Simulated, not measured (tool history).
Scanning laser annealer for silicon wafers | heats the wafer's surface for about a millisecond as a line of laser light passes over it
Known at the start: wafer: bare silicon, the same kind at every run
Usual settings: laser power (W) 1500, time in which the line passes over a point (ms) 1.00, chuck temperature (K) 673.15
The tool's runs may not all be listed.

run      day  laser power (W)  time in which the line passes over a point (ms)  chuck temperature (K)  highest temperature of the surface (K)
  1    0.000             1500                                             1.00                 673.15                                 1435.15
  2    1.604             1500                                             1.00                 673.15                                 1434.15
  3    5.208             1332                                             1.00                 673.15                                 1350.15
  4    7.975             1332                                             1.00                 673.15                                 1351.15
  5   10.021             1500                                             1.00                 673.15                                 1433.15
  6   12.150             1500                                             0.81                 673.15                                 1357.15
  7   15.850             1500                                             1.01                 673.15                                 1432.15
  8   19.012             1500                                             1.01                 673.15                                 1429.15
  9   21.179             1495                                             1.00                 673.15                                 1421.15
 10   23.529             1495                                             0.89                 673.15                                 1380.15
      24.000  -- optics aligned, line set to its width
 11   25.846             1495                                             0.89                 673.15                                 1391.15
 12   28.175             1495                                             0.88                 673.15                                 1386.15
 13   31.375             1493                                             1.00                 673.15                                 1429.15
 14   34.821             1500                                             1.00                 673.15                                 1431.15
 15   37.246             1500                                             1.00                 673.15                                 1427.15
 16   40.142             1500                                             1.00                 673.15                                 1427.15
 17   43.538             1500                                             1.00                 673.15                                 1425.15
 18   46.108             1500                                             0.94                 673.15                                 1402.15
      46.767  -- window over the wafer cleaned
 19   48.075             1500                                             0.94                 673.15                                 1421.15
 20   50.862             1500                                             0.94                 673.15                                 1423.15
 21   53.108             1500                                             1.00                 673.15                                 1443.15
 22   56.467             1500                                             1.00                 673.15                                 1443.15
 23   58.188             1288                                             0.85                 648.15                                 1259.15
 24   60.121             1455                                             1.00                 648.15                                 1392.15
 25   62.333             1455                                             0.76                 660.15                                 1312.15
 26   65.250             1455                                             0.76                 683.15                                 1333.15
 27   68.621             1428                                             0.87                 692.15                                 1372.15
 28   72.400             1512                                             1.25                 680.15                                 1533.15
 29   74.975             1650                                             1.14                 649.15                                 1534.15
 30   77.450             1498                                             0.86                 706.15                                 1409.15
 31   79.496             1336                                             0.98                 634.15                                 1304.15
      80.858  -- optics aligned, line set to its width
 32   81.696             1336                                             0.98                 634.15                                 1314.15
 33   83.458             1324                                             0.85                 669.15                                 1297.15
 34   85.692             1383                                             0.84                 691.15                                 1343.15
 35   88.821             1500                                             0.95                 673.15                                 1418.15
 36   91.708             1391                                             1.13                 667.15                                 1420.15
 37   93.262             1391                                             0.86                 667.15                                 1328.15
 38   96.312             1303                                             0.85                 690.15                                 1301.15
 39   98.096             1618                                             0.73                 706.15                                 1409.15
 40   99.950             1618                                             0.73                 706.15                                 1410.15
 41  101.904             1643                                             0.73                 713.15                                 1426.15

Measured less the same run without the tool's hidden state. The same run-to-run variation is in both; the gauge's scatter may not be:
The hidden state here: light that passes the window, % of a clean one's; laser's true power over the reading, %; width of the line over the set one, %; drift of the gauge itself on peak_c, C.
run  highest temperature of the surface (K)
  1                                   -8.00
  2                                  -10.00
  3                                  -10.00
  4                                  -12.00
  5                                  -14.00
  6                                  -14.00
  7                                  -17.00
  8                                  -19.00
  9                                  -20.00
 10                                  -20.00
 11                                  -10.00
 12                                  -11.00
 13                                  -13.00
 14                                  -15.00
 15                                  -17.00
 16                                  -18.00
 17                                  -19.00
 18                                  -20.00
 19                                   +0.00
 20                                   +0.00
 21                                   -2.00
 22                                   -4.00
 23                                   -3.00
 24                                   -5.00
 25                                   -6.00
 26                                   -7.00
 27                                   -9.00
 28                                  -13.00
 29                                  -16.00
 30                                  -13.00
 31                                  -14.00
 32                                   -3.00
 33                                   -4.00
 34                                   -5.00
 35                                   -7.00
 36                                   -9.00
 37                                   -8.00
 38                                  -10.00
 39                                  -12.00
 40                                  -12.00
 41                                  -14.00

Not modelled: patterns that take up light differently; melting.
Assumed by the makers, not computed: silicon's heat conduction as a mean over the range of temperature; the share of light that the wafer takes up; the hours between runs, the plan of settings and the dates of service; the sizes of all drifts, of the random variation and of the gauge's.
